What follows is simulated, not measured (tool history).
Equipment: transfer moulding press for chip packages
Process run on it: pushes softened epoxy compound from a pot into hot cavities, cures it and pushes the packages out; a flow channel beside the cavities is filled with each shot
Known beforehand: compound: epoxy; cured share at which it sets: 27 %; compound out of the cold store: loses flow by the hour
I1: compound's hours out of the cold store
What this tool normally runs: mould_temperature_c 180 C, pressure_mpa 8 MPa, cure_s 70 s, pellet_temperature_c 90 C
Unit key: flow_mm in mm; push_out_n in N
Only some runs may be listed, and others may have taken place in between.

run 1 hour=0 | mould_temperature_c=180 pressure_mpa=8 cure_s=70 pellet_temperature_c=90 | I1=40.5 | flow_mm=467 push_out_n=516
run 2 hour=25.3 | mould_temperature_c=180 pressure_mpa=8 cure_s=70 pellet_temperature_c=90 | I1=32.2 | flow_mm=490 push_out_n=656
run 3 hour=48.8 | mould_temperature_c=180 pressure_mpa=8 cure_s=70 pellet_temperature_c=90 | I1=27.9 | flow_mm=499 push_out_n=791
run 4 hour=65.7 | mould_temperature_c=180 pressure_mpa=8 cure_s=98 pellet_temperature_c=90 | I1=46 | flow_mm=438 push_out_n=542
run 5 hour=91.9 | mould_temperature_c=180 pressure_mpa=8 cure_s=70 pellet_temperature_c=90 | I1=14.9 | flow_mm=538 push_out_n=937
-- hour=112.2 cavities cleaned with cleaning compound and waxed
run 6 hour=112.2 | mould_temperature_c=180 pressure_mpa=8 cure_s=70 pellet_temperature_c=82 | I1=37.4 | flow_mm=463 push_out_n=1024
run 7 hour=124.1 | mould_temperature_c=180 pressure_mpa=8 cure_s=70 pellet_temperature_c=82 | I1=15.9 | flow_mm=531 push_out_n=1056
-- hour=140 plunger's sealing rings changed
run 8 hour=153.7 | mould_temperature_c=180 pressure_mpa=8 cure_s=70 pellet_temperature_c=94 | I1=9.9 | flow_mm=584 push_out_n=1081
run 9 hour=172.8 | mould_temperature_c=180 pressure_mpa=8 cure_s=70 pellet_temperature_c=94 | I1=28.2 | flow_mm=519 push_out_n=1003
run 10 hour=199.6 | mould_temperature_c=180 pressure_mpa=8 cure_s=70 pellet_temperature_c=90 | I1=22.2 | flow_mm=541 push_out_n=1060
run 11 hour=216.9 | mould_temperature_c=180 pressure_mpa=8 cure_s=70 pellet_temperature_c=90 | I1=40.6 | flow_mm=480 push_out_n=950
-- hour=226.8 cavities cleaned with cleaning compound and waxed
run 12 hour=236.1 | mould_temperature_c=180 pressure_mpa=8 cure_s=70 pellet_temperature_c=90 | I1=46 | flow_mm=470 push_out_n=569
run 13 hour=249 | mould_temperature_c=180 pressure_mpa=8 cure_s=70 pellet_temperature_c=90 | I1=27.7 | flow_mm=520 push_out_n=708
-- hour=268.5 cavities cleaned with cleaning compound and waxed, once more
run 14 hour=268.8 | mould_temperature_c=180 pressure_mpa=8 cure_s=51 pellet_temperature_c=90 | I1=41.2 | flow_mm=473 push_out_n=1183
run 15 hour=291 | mould_temperature_c=180 pressure_mpa=9.41 cure_s=70 pellet_temperature_c=90 | I1=35.3 | flow_mm=536 push_out_n=648
run 16 hour=310 | mould_temperature_c=180 pressure_mpa=9.41 cure_s=70 pellet_temperature_c=90 | I1=31.8 | flow_mm=542 push_out_n=738
run 17 hour=334.2 | mould_temperature_c=180 pressure_mpa=9.41 cure_s=70 pellet_temperature_c=90 | I1=28.6 | flow_mm=554 push_out_n=818
run 18 hour=355.8 | mould_temperature_c=180 pressure_mpa=9.41 cure_s=70 pellet_temperature_c=90 | I1=26.1 | flow_mm=558 push_out_n=881
-- hour=380.7 cavities cleaned with cleaning compound and waxed
run 19 hour=383.5 | mould_temperature_c=180 pressure_mpa=7.16 cure_s=101 pellet_temperature_c=90 | I1=41.7 | flow_mm=445 push_out_n=352
run 20 hour=407.5 | mould_temperature_c=174 pressure_mpa=8 cure_s=54 pellet_temperature_c=91 | I1=46.8 | flow_mm=460 push_out_n=1653
run 21 hour=432 | mould_temperature_c=180 pressure_mpa=8.3 cure_s=91 pellet_temperature_c=83 | I1=38.2 | flow_mm=482 push_out_n=534
run 22 hour=447.2 | mould_temperature_c=180 pressure_mpa=8.77 cure_s=69 pellet_temperature_c=90 | I1=44 | flow_mm=478 push_out_n=836
run 23 hour=468.4 | mould_temperature_c=177 pressure_mpa=7.53 cure_s=69 pellet_temperature_c=90 | I1=9.2 | flow_mm=557 push_out_n=1202
run 24 hour=486.6 | mould_temperature_c=178 pressure_mpa=7.53 cure_s=65 pellet_temperature_c=90 | I1=37 | flow_mm=458 push_out_n=1245
-- hour=492.2 cavities cleaned with cleaning compound and waxed
run 25 hour=504.7 | mould_temperature_c=176 pressure_mpa=7.53 cure_s=53 pellet_temperature_c=87 | I1=12.4 | flow_mm=535 push_out_n=1707
run 26 hour=522.8 | mould_temperature_c=176 pressure_mpa=7.53 cure_s=53 pellet_temperature_c=87 | I1=27.4 | flow_mm=493 push_out_n=1719
run 27 hour=543.2 | mould_temperature_c=176 pressure_mpa=7.53 cure_s=58 pellet_temperature_c=87 | I1=41.6 | flow_mm=451 push_out_n=1598
run 28 hour=566.5 | mould_temperature_c=182 pressure_mpa=8 cure_s=53 pellet_temperature_c=90 | I1=22.7 | flow_mm=513 push_out_n=1629
run 29 hour=578.3 | mould_temperature_c=182 pressure_mpa=7.09 cure_s=53 pellet_temperature_c=96 | I1=31.1 | flow_mm=452 push_out_n=1567

4 options for the next run, each taken on its own from the tool as it stands now. Forecast them:
run A hour=596.9 | mould_temperature_c=174 pressure_mpa=8 cure_s=70 pellet_temperature_c=90 | I1=15.8 | flow_mm=? push_out_n=?
run B hour=596.9 | mould_temperature_c=180 pressure_mpa=6.57 cure_s=107 pellet_temperature_c=99 | I1=28.3 | flow_mm=? push_out_n=?
run C hour=596.9 | mould_temperature_c=177 pressure_mpa=8.35 cure_s=89 pellet_temperature_c=90 | I1=26.8 | flow_mm=? push_out_n=?
run D hour=596.9 | mould_temperature_c=182 pressure_mpa=7.09 cure_s=103 pellet_temperature_c=96 | I1=44.5 | flow_mm=? push_out_n=?

run=A flow_mm=546 push_out_n=1450
run=B flow_mm=451 push_out_n=567
run=C flow_mm=513 push_out_n=681
run=D flow_mm=419 push_out_n=579
Stripped of hidden state, with their random variation kept, the same runs would have yielded:
run=A flow_mm=580 push_out_n=886
run=B flow_mm=480 push_out_n=337
run=C flow_mm=545 push_out_n=409
run=D flow_mm=446 push_out_n=342

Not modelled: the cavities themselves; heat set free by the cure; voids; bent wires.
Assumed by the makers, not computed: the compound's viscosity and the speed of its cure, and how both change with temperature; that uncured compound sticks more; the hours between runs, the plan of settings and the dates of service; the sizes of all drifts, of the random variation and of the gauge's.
